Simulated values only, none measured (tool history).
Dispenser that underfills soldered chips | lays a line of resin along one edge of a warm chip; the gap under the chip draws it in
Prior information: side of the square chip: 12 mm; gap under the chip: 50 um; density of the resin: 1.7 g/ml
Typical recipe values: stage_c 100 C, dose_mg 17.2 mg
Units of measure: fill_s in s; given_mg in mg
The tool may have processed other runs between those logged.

run 1 day=0 | stage_c=100 dose_mg=17.2 | fill_s=64.3 given_mg=15.94
run 2 day=0.204 | stage_c=100 dose_mg=21.6 | fill_s=70.9 given_mg=19.67
-- day=0.404 new syringe of resin
run 3 day=0.442 | stage_c=100 dose_mg=21.6 | fill_s=62.9 given_mg=19.53
-- day=0.625 dispensing valve cleaned and set on the balance
run 4 day=0.638 | stage_c=100 dose_mg=21.6 | fill_s=69.4 given_mg=21.57
run 5 day=0.833 | stage_c=100 dose_mg=21.6 | fill_s=78.8 given_mg=21.52
-- day=0.867 new syringe of resin
run 6 day=0.983 | stage_c=100 dose_mg=21.6 | fill_s=66 given_mg=21.33
run 7 day=1.175 | stage_c=100 dose_mg=21.6 | fill_s=76 given_mg=21.41
-- day=1.296 new syringe of resin
run 8 day=1.338 | stage_c=100 dose_mg=21.6 | fill_s=60.9 given_mg=21.43
run 9 day=1.55 | stage_c=100 dose_mg=17.2 | fill_s=72.4 given_mg=16.99
-- day=1.708 new syringe of resin
run 10 day=1.729 | stage_c=86 dose_mg=21.7 | fill_s=120.6 given_mg=21.49
run 11 day=1.888 | stage_c=97 dose_mg=16.8 | fill_s=82.2 given_mg=16.64
-- day=2.129 new syringe of resin
run 12 day=2.146 | stage_c=90 dose_mg=17.5 | fill_s=101.6 given_mg=17.16
run 13 day=2.283 | stage_c=101 dose_mg=18.3 | fill_s=66.5 given_mg=18.01
run 14 day=2.508 | stage_c=100 dose_mg=17 | fill_s=82.8 given_mg=16.67
-- day=2.558 new syringe of resin
run 15 day=2.671 | stage_c=110 dose_mg=14.9 | fill_s=44.9 given_mg=14.61
run 16 day=2.875 | stage_c=105 dose_mg=14.8 | fill_s=65 given_mg=14.4
-- day=2.988 new syringe of resin
run 17 day=3.117 | stage_c=112 dose_mg=18.2 | fill_s=40.3 given_mg=17.7
run 18 day=3.304 | stage_c=98 dose_mg=16.2 | fill_s=88.4 given_mg=15.78

Forecast each of these 4 alternatives for the next run:
-- day=3.408 new syringe of resin
run A day=3.533 | stage_c=98 dose_mg=18.4 | fill_s=? given_mg=?
-- day=3.408 new syringe of resin
run B day=3.533 | stage_c=98 dose_mg=18.2 | fill_s=? given_mg=?
-- day=3.408 new syringe of resin
run C day=3.533 | stage_c=100 dose_mg=17 | fill_s=? given_mg=?
-- day=3.408 new syringe of resin
run D day=3.533 | stage_c=98 dose_mg=20.1 | fill_s=? given_mg=?

run=A fill_s=75.5 given_mg=17.84
run=B fill_s=75.2 given_mg=17.58
run=C fill_s=69.1 given_mg=16.35
run=D fill_s=74.9 given_mg=19.41
Stripped of hidden state, with their random variation kept, the same runs would have yielded:
run=A fill_s=65.1 given_mg=18.42
run=B fill_s=64.9 given_mg=18.15
run=C fill_s=59.5 given_mg=16.88
run=D fill_s=64.7 given_mg=20.04
